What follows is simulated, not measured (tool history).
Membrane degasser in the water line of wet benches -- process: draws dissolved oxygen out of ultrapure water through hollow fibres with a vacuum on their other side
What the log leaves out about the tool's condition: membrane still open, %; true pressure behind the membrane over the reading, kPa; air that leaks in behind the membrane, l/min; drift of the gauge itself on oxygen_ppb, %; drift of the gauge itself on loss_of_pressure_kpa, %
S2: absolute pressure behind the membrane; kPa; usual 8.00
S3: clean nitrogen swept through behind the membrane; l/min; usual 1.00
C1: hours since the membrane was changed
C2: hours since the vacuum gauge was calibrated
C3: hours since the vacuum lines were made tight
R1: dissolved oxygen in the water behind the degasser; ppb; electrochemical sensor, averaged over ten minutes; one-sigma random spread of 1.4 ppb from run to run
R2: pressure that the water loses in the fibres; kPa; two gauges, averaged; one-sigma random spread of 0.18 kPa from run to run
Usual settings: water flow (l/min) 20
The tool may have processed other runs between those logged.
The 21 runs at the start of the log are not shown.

Run 22, hour 2400.0: usual settings but water flow (l/min) 14, S2 12.61 kPa, S3 1.01 l/min; C1 3804; C2 391; C3 6627. Result: R1 288.7 ppb, R2 23.18 kPa.
Run 23, hour 2532.0: usual settings but water flow (l/min) 25, S2 18.64 kPa; C1 3936; C2 523; C3 6759. Result: R1 788.5 ppb, R2 41.19 kPa.
Run 24, hour 2613.3: usual settings but water flow (l/min) 25, S2 18.64 kPa; C1 4017; C2 604; C3 6840. Result: R1 785.2 ppb, R2 41.33 kPa.
At hour 2711.6: gauge calibrated.
Run 25, hour 2760.1: usual settings but water flow (l/min) 22, S2 13.23 kPa, S3 2.50 l/min; C1 4164; C2 751; C3 6987. Result: R1 214.2 ppb, R2 37.22 kPa.
Run 26, hour 2879.9: usual settings but water flow (l/min) 22, S2 13.23 kPa, S3 2.50 l/min; C1 4284; C2 871; C3 7107. Result: R1 212.3 ppb, R2 36.96 kPa.
Run 27, hour 2975.9: usual settings but water flow (l/min) 12, S2 9.13 kPa, S3 0.53 l/min; C1 4380; C2 967; C3 7203. Result: R1 285.0 ppb, R2 20.51 kPa.
Run 28, hour 3056.9: usual settings but water flow (l/min) 18; C1 4461; C2 1048; C3 7283. Result: R1 194.0 ppb, R2 30.43 kPa.
Run 29, hour 3177.9: usual settings but water flow (l/min) 18; C1 4582; C2 1169; C3 7405. Result: R1 194.1 ppb, R2 30.10 kPa.
Run 30, hour 3262.6: usual settings but water flow (l/min) 18; C1 4666; C2 1253; C3 7489. Result: R1 193.5 ppb, R2 30.13 kPa.
Run 31, hour 3348.7: usual settings but water flow (l/min) 18; C1 4752; C2 1339; C3 7575. Result: R1 193.5 ppb, R2 30.12 kPa.
Run 32, hour 3482.2: usual settings but water flow (l/min) 28, S2 6.92 kPa, S3 2.94 l/min; C1 4886; C2 1473; C3 7709. Result: R1 102.3 ppb, R2 46.98 kPa.

4 options for the next run, each taken on its own from the tool as it stands now. Forecast them:
Run A, hour 3631.0: usual settings but water flow (l/min) 12, S2 18.95 kPa, S3 2.25 l/min; C1 5035; C2 1622; C3 7858. Result: R1 ?, R2 ?.
Run B, hour 3631.0: usual settings but water flow (l/min) 16, S2 5.61 kPa, S3 0.46 l/min; C1 5035; C2 1622; C3 7858. Result: R1 ?, R2 ?.
Run C, hour 3631.0: usual settings but water flow (l/min) 28, S2 10.93 kPa, S3 0.59 l/min; C1 5035; C2 1622; C3 7858. Result: R1 ?, R2 ?.
Run D, hour 3631.0: usual settings but water flow (l/min) 28, S2 5.94 kPa, S3 2.94 l/min; C1 5035; C2 1622; C3 7858. Result: R1 ?, R2 ?.

run     R1     R2
  A  200.8  19.90
  B  172.4  26.47
  C  674.0  46.66
  D   80.9  46.85
Had the tool no hidden state, the same runs would have come out as:
run     R1     R2
  A  200.7  20.26
  B  172.3  26.95
  C  673.8  47.50
  D   80.8  47.68
